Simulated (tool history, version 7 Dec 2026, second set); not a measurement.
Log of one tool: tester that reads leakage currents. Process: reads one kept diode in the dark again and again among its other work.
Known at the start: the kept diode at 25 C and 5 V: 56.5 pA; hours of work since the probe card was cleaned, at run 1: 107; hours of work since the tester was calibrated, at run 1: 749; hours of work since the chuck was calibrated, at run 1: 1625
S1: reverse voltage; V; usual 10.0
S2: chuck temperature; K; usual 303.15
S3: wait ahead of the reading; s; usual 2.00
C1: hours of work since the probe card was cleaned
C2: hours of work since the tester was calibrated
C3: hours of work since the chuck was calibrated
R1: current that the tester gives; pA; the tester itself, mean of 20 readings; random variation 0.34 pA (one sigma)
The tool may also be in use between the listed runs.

run,hour,S1,S2,S3,C1,C2,C3,R1
1,0.0,10.0,303.15,2.00,107,749,1625,113.38
2,70.3,10.0,303.15,8.33,145,786,1662,111.44
3,117.8,10.0,303.15,8.33,170,812,1688,112.54
4,177.3,10.0,303.15,0.30,202,844,1719,122.13
5,266.2,10.0,303.15,2.00,250,891,1767,113.54
6,330.4,10.0,303.15,2.00,284,926,1801,113.09
7,419.5,2.9,303.15,2.00,332,973,1849,66.00
8,474.6,10.0,303.15,2.16,361,1003,1878,112.90
9,519.1,10.0,303.15,2.16,385,1026,1902,112.81
10,608.1,2.2,326.15,1.02,433,1074,1950,288.42
11,663.3,5.1,322.15,0.32,462,1104,1979,323.33
12,742.3,5.1,322.15,0.32,504,1146,2022,321.76
13,817.8,5.1,316.15,1.66,545,1186,2062,213.48
14,861.4,10.0,323.15,1.50,568,1209,2085,455.51
15,925.0,5.0,302.15,0.31,602,1243,2119,81.79
16,969.6,1.3,302.15,0.31,626,1267,2143,44.49

The same runs without the tool's hidden state, with the same run-to-run variation:
The hidden state here: stray current of the dirty probe card, pA a volt; current scale over the true one, %; true chuck temperature over the reading, C; drift of the gauge itself on leakage_pa, %.
run,R1
1,113.30
2,111.35
3,112.45
4,122.04
5,113.44
6,112.98
7,65.94
8,112.78
9,112.69
10,288.22
11,323.10
12,321.52
13,213.29
14,455.14
15,81.70
16,44.44

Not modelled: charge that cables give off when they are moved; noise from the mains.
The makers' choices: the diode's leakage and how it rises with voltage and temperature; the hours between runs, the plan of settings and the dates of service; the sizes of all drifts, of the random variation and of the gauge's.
